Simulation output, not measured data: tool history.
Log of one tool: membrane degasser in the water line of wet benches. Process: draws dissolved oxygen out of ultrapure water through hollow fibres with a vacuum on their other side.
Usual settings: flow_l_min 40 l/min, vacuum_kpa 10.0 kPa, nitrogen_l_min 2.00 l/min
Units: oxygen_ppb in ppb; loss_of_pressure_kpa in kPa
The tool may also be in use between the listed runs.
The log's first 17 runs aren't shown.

| run | hour | flow_l_min | vacuum_kpa | nitrogen_l_min | hours since the membrane was changed | hours since the vacuum gauge was calibrated | hours since the vacuum lines were made tight | oxygen_ppb | loss_of_pressure_kpa |
|---|---|---|---|---|---|---|---|---|---|
| 18 | 956.9 | 33 | 10.0 | 1.84 | 4009 | 82 | 9902 | 332.1 | 43.72 |
| 19 | 1026.5 | 33 | 19.6 | 1.84 | 4078 | 152 | 9972 | 674.9 | 43.40 |
| 20 | 1100.9 | 45 | 10.0 | 2.24 | 4153 | 226 | 10046 | 404.0 | 59.30 |
| 21 | 1152.3 | 45 | 10.0 | 2.24 | 4204 | 278 | 10098 | 404.5 | 59.55 |
| 22 | 1231.9 | 51 | 21.3 | 1.92 | 4284 | 357 | 10177 | 1044.8 | 67.51 |
| 23 | 1275.8 | 60 | 10.0 | 1.25 | 4328 | 401 | 10221 | 761.0 | 79.60 |
| 24 | 1336.6 | 60 | 10.0 | 1.25 | 4388 | 462 | 10282 | 757.1 | 79.64 |
| 25 | 1374.4 | 30 | 10.0 | 2.86 | 4426 | 500 | 10320 | 218.3 | 39.70 |
| 26 | 1428.6 | 27 | 9.2 | 2.03 | 4480 | 554 | 10374 | 221.1 | 35.83 |
| 27 | 1491.4 | 40 | 13.9 | 2.00 | 4543 | 617 | 10437 | 541.3 | 53.03 |
| 28 | 1564.6 | 58 | 9.1 | 4.02 | 4616 | 690 | 10510 | 369.2 | 76.92 |
| 29 | 1608.2 | 44 | 10.0 | 2.00 | 4660 | 734 | 10553 | 426.2 | 58.09 |
| 30 | 1663.7 | 59 | 10.0 | 2.00 | 4715 | 789 | 10609 | 575.0 | 78.07 |
| 31 | 1725.2 | 59 | 10.0 | 2.00 | 4777 | 851 | 10670 | 579.1 | 78.12 |

Forecast each of these 4 alternatives for the next run:
| A | 1798.7 | 27 | 10.0 | 2.00 | 4850 | 924 | 10744 | ? | ? |
| B | 1798.7 | 37 | 10.0 | 2.00 | 4850 | 924 | 10744 | ? | ? |
| C | 1798.7 | 56 | 10.0 | 2.00 | 4850 | 924 | 10744 | ? | ? |
| D | 1798.7 | 63 | 7.6 | 5.40 | 4850 | 924 | 10744 | ? | ? |

| run | oxygen_ppb | loss_of_pressure_kpa |
|---|---|---|
| A | 254.3 | 36.11 |
| B | 352.0 | 49.14 |
| C | 558.0 | 74.33 |
| D | 327.3 | 83.72 |
Without the tool's hidden state the same runs would have given:
| run | oxygen_ppb | loss_of_pressure_kpa |
|---|---|---|
| A | 243.3 | 34.88 |
| B | 337.1 | 47.47 |
| C | 535.0 | 71.79 |
| D | 300.9 | 80.86 |

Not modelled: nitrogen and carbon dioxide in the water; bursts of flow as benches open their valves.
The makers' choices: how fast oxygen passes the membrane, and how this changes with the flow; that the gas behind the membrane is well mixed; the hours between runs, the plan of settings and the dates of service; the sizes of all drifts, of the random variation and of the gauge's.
